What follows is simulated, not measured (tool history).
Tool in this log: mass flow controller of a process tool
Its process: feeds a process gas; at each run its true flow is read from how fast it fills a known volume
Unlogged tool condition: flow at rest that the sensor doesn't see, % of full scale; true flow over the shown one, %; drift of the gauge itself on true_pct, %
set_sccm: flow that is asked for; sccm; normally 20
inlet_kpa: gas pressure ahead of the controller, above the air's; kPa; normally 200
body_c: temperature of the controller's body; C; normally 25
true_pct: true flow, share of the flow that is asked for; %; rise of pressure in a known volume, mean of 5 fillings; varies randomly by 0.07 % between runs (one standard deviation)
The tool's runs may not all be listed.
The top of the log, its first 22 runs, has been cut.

run     hour  set_sccm  inlet_kpa  body_c  hours of work since the controller was set to zero  hours of work since the controller was changed  true_pct
 23   5524.9        20        177      25                                                2891                                            8765     93.54
      5869.2  -- controller exchanged for a calibrated one
 24   5894.5        20        260      23                                                  16                                              16     99.13
 25   6237.9        17        217      31                                                 234                                             234     97.92
 26   6516.1        17        217      31                                                 411                                             411      97.7
 27   6842.3        40        213      24                                                 618                                             618      99.5
 28   7017.4         9        200      25                                                 730                                             730     97.05
 29   7175.2         5        142      24                                                 830                                             830      95.7
 30   7517.5         5        142      24                                                1047                                            1047     95.25
 31   7739.3         5        142      24                                                1188                                            1188     94.87
 32   8095.9        13        200      35                                                1415                                            1415     95.69
 33   8327.3        38        198      39                                                1562                                            1562     97.35
 34   8686.1        20        271      23                                                1790                                            1790     97.63
 35   8894.8        43        271      38                                                1923                                            1923     97.58
 36   9154.9        27        271      38                                                2088                                            2088     96.57
 37   9491.1        17        278      25                                                2301                                            2301     96.64
 38   9784.2        14        271      31                                                2488                                            2488     95.29
 39  10079.5        17        168      25                                                2675                                            2675     95.99
 40  10433.7        17        145      30                                                2900                                            2900     95.21
 41  10625.1        20        243      28                                                3022                                            3022     95.88
 42  10815.2        16        169      24                                                3143                                            3143     95.59

Below are 5 alternative next runs, each starting from the tool's condition after run 42. Predict each:
  A  11101.6         6        202      36                                                3325                                            3325         ?
  B  11101.6        40        209      25                                                3325                                            3325         ?
  C  11101.6         8        191      27                                                3325                                            3325         ?
  D  11101.6        11        227      38                                                3325                                            3325         ?
  E  11101.6         5        280      24                                                3325                                            3325         ?

run  true_pct
  A     90.17
  B     97.58
  C     92.59
  D     92.83
  E     90.36
Without the tool's hidden state the same runs would have given:
run  true_pct
  A     96.95
  B     99.52
  C     97.95
  D     97.02
  E     98.28
